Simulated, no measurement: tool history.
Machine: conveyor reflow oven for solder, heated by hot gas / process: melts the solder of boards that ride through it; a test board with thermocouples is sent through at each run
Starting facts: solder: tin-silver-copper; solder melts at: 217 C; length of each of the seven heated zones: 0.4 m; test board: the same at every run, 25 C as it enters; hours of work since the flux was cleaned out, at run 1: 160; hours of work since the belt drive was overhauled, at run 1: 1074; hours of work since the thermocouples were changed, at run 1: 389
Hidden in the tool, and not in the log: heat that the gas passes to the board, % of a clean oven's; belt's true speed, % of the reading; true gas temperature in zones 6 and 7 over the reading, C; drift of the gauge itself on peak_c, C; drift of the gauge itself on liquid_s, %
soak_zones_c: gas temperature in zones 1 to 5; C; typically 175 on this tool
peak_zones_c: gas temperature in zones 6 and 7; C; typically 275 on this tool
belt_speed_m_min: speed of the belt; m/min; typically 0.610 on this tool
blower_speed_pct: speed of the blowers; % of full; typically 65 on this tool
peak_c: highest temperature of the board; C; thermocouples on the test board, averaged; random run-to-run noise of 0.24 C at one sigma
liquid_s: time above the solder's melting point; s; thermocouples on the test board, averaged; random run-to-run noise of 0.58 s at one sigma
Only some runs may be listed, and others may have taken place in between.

run,hour,soak_zones_c,peak_zones_c,belt_speed_m_min,blower_speed_pct,hours of work since the flux was cleaned out,hours of work since the belt drive was overhauled,hours of work since the thermocouples were changed,peak_c,liquid_s
1,0.0,175,275,0.610,65,160,1074,389,253.4,60.8
# hour 13.9: flux residue cleaned out of gas plates and filters
2,34.3,175,275,0.610,65,12,1091,406,254.8,62.5
3,67.1,175,286,0.610,65,31,1110,424,264.1,69.0
4,107.5,175,286,0.610,65,54,1133,448,263.9,68.0
5,161.5,175,286,0.610,65,85,1164,479,264.3,68.4
6,207.6,175,286,0.610,65,111,1191,505,263.4,66.6
7,253.8,175,275,0.610,65,138,1217,532,254.1,60.9
# hour 303.9: flux residue cleaned out of gas plates and filters
8,303.9,175,275,0.610,65,0,1243,558,255.6,62.5
9,350.0,175,275,0.610,65,26,1270,584,255.7,63.1
10,385.3,175,275,0.610,65,47,1290,604,255.5,61.1
11,437.1,175,275,0.610,65,77,1320,634,254.7,62.5
12,471.8,175,275,0.610,65,96,1340,654,255.3,60.8
13,525.3,175,275,0.610,65,127,1371,685,255.0,62.2
14,571.2,175,275,0.610,65,154,1397,711,254.7,61.1
# hour 596.8: flux residue cleaned out of gas plates and filters
15,622.3,175,275,0.610,65,15,1423,738,256.3,64.0
16,661.5,175,275,0.610,65,37,1446,760,256.2,63.3
17,688.1,188,279,0.610,65,52,1461,776,262.1,71.8
# hour 693.0: thermocouples of zones 6 and 7 changed
18,724.1,175,275,0.685,51,72,1481,18,241.4,41.5
19,774.4,175,275,0.716,65,101,1510,47,246.9,45.8
# hour 781.7: belt drive overhauled, speed set with a stopwatch
20,820.7,175,275,0.716,65,125,22,71,247.2,47.7
21,864.8,187,275,0.716,65,151,48,96,250.2,53.3
# hour 895.5: flux residue cleaned out of gas plates and filters
# hour 901.8: belt drive overhauled, speed set with a stopwatch, once more
22,928.0,181,275,0.639,65,16,15,128,252.5,57.6
23,952.3,166,269,0.610,65,30,29,142,246.3,48.6
24,986.1,166,269,0.610,65,50,48,161,246.0,49.4
25,1037.4,166,269,0.610,65,79,78,190,245.5,48.5
26,1088.1,166,269,0.610,65,108,107,220,245.1,49.9
27,1140.4,166,269,0.610,62,138,137,250,243.9,47.5
# hour 1192.8: flux residue cleaned out of gas plates and filters
28,1201.1,166,269,0.610,62,5,169,282,246.0,48.9
29,1227.7,175,284,0.610,59,20,184,297,258.5,62.5
30,1279.9,180,268,0.610,69,50,214,327,250.5,58.8
31,1325.3,163,268,0.671,65,76,241,353,241.1,38.6

Below are 3 alternative next runs, each starting from the tool's condition after run 31. Predict each:
A,1356.9,170,275,0.660,58,94,259,371,?,?
B,1356.9,173,268,0.641,54,94,259,371,?,?
C,1356.9,166,278,0.610,65,94,259,371,?,?

run,peak_c,liquid_s
A,245.1,44.2
B,239.6,40.9
C,253.4,55.8
Take away the tool's hidden state, keep each run's random variation, and the runs would have read:
run,peak_c,liquid_s
A,245.2,43.9
B,239.6,40.6
C,253.5,55.4
